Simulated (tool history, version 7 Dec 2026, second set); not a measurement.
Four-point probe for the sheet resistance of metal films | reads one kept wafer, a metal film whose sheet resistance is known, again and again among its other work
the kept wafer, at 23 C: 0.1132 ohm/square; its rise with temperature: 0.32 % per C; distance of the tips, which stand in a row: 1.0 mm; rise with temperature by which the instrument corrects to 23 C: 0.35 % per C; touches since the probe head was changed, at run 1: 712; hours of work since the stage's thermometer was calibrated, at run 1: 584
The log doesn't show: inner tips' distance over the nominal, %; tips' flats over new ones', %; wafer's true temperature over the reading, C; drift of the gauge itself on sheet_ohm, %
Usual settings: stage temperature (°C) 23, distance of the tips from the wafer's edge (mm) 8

run     day  stage temperature (°C)  distance of the tips from the wafer's edge (mm)  touches since the probe head was changed  hours of work since the stage's thermometer was calibrated  sheet resistance as the instrument gives it (ohm/square)
  1   0.000                      23                                                8                                       712                                                         584                                                  0.114228
  2   1.571                      23                                               37                                      1453                                                         604                                                  0.113288
  3   2.925                      23                                               37                                      2093                                                         621                                                  0.113250
  4   4.783                      23                                               37                                      2970                                                         645                                                  0.113237
      4.971  -- stage's thermometer calibrated
  5   6.662                      23                                               37                                      3847                                                          21                                                  0.113236
  6   8.104                      23                                               37                                      4527                                                          40                                                  0.113263
  7   9.042                      23                                               40                                      4971                                                          52                                                  0.113232
  8   9.900                      23                                               40                                      5376                                                          62                                                  0.113231
  9  11.567                      34                                                9                                      6161                                                          83                                                  0.113502
 10  13.271                      32                                               32                                      6966                                                         105                                                  0.112886
     14.133  -- stage's thermometer calibrated, once more
 11  14.792                      32                                               32                                      7674                                                           8                                                  0.112891
 12  15.604                      34                                               16                                      8058                                                          19                                                  0.112962
 13  17.112                      31                                                8                                      8770                                                          38                                                  0.113798
 14  18.638                      31                                                8                                      9490                                                          57                                                  0.113712

5 ways to go on from here, each from the tool as it stands after run 14. What would each give?
  A  20.412                      20                                               29                                     10328                                                          79                                                         ?
  B  20.412                      26                                               13                                     10328                                                          79                                                         ?
  C  20.412                      21                                               19                                     10328                                                          79                                                         ?
  D  20.412                      34                                               10                                     10328                                                          79                                                         ?
  E  20.412                      32                                               21                                     10328                                                          79                                                         ?

run  sheet resistance as the instrument gives it (ohm/square)
  A                                                  0.113342
  B                                                  0.113371
  C                                                  0.113429
  D                                                  0.113350
  E                                                  0.112934
Without the tool's hidden state the same runs would have given:
run  sheet resistance as the instrument gives it (ohm/square)
  A                                                  0.113402
  B                                                  0.113429
  C                                                  0.113488
  D                                                  0.113407
  E                                                  0.112992

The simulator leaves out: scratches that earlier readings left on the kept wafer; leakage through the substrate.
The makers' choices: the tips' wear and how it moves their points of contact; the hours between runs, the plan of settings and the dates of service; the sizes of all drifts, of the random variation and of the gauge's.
